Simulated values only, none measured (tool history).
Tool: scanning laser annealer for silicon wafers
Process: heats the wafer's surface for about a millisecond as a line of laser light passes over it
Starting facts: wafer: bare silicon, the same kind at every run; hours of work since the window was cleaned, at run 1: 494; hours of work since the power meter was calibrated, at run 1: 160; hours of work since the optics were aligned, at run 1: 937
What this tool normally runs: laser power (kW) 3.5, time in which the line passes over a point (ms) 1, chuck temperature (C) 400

| run | hour | laser power (kW) | time in which the line passes over a point (ms) | chuck temperature (C) | hours of work since the window was cleaned | hours of work since the power meter was calibrated | hours of work since the optics were aligned | highest temperature of the surface (C) |
|---|---|---|---|---|---|---|---|---|
| 1 | 0 | 3.5 | 1 | 400 | 494 | 160 | 937 | 1098 |
| 2 | 8.7 | 3.5 | 1 | 371 | 500 | 165 | 942 | 1072 |
| 3 | 19.2 | 3.5 | 1 | 371 | 506 | 172 | 949 | 1071 |
| 4 | 29.1 | 3.5 | 1 | 364 | 512 | 178 | 955 | 1063 |
| 5 | 40.4 | 3.479 | 1 | 364 | 519 | 185 | 962 | 1056 |
| 6 | 45.4 | 3.479 | 1 | 364 | 522 | 188 | 965 | 1059 |
| 7 | 56.6 | 3.104 | 1 | 364 | 529 | 195 | 972 | 969 |
| 8 | 63.9 | 3.104 | 1 | 364 | 534 | 199 | 976 | 968 |
| 9 | 74.3 | 3.104 | 1 | 364 | 540 | 206 | 983 | 969 |
| 10 | 81.7 | 3.5 | 1 | 417 | 545 | 210 | 987 | 1113 |
| 11 | 90.9 | 3.802 | 1 | 400 | 550 | 216 | 993 | 1165 |
| 12 | 97.9 | 3.802 | 1 | 400 | 555 | 220 | 997 | 1173 |
|  | 104.1 | window over the wafer cleaned |
| 13 | 106.4 | 3.802 | 1 | 400 | 1 | 224 | 1001 | 1199 |
| 14 | 118 | 3.5 | 1.2 | 400 | 9 | 231 | 1008 | 1200 |
| 15 | 124.4 | 3.5 | 1.2 | 400 | 12 | 235 | 1012 | 1197 |
| 16 | 130.9 | 3.5 | 1 | 400 | 16 | 239 | 1016 | 1121 |
| 17 | 139.9 | 3.392 | 1.17 | 429 | 22 | 245 | 1022 | 1188 |
| 18 | 146.1 | 3.798 | 1.2 | 421 | 26 | 249 | 1026 | 1300 |
| 19 | 152.5 | 3.068 | 1 | 400 | 30 | 253 | 1029 | 1016 |
| 20 | 161.9 | 3.5 | 1 | 404 | 35 | 258 | 1035 | 1125 |
| 21 | 171 | 3.012 | 1.05 | 405 | 41 | 264 | 1041 | 1024 |
| 22 | 179.3 | 3.012 | 1.05 | 405 | 46 | 269 | 1046 | 1021 |
|  | 182.8 | laser's power meter calibrated |
| 23 | 191.1 | 3.5 | 0.89 | 433 | 52 | 5 | 1051 | 1113 |
| 24 | 197 | 3.475 | 1.2 | 433 | 55 | 9 | 1055 | 1223 |
| 25 | 207.1 | 3.498 | 1.22 | 395 | 61 | 15 | 1061 | 1196 |
|  | 214.1 | laser's power meter calibrated, once more |
| 26 | 215.6 | 3.227 | 0.7 | 385 | 65 | 1 | 1065 | 920 |

Estimate the outcome of run 27 from the log above:
| 27 | 223.4 | 3.227 | 0.7 | 385 | 70 | 6 | 1069 | ? |

Run 27 produced highest temperature of the surface (C) 922.
If the tool had no hidden condition, the same run with the same run-to-run variation would have returned highest temperature of the surface (C) 937.
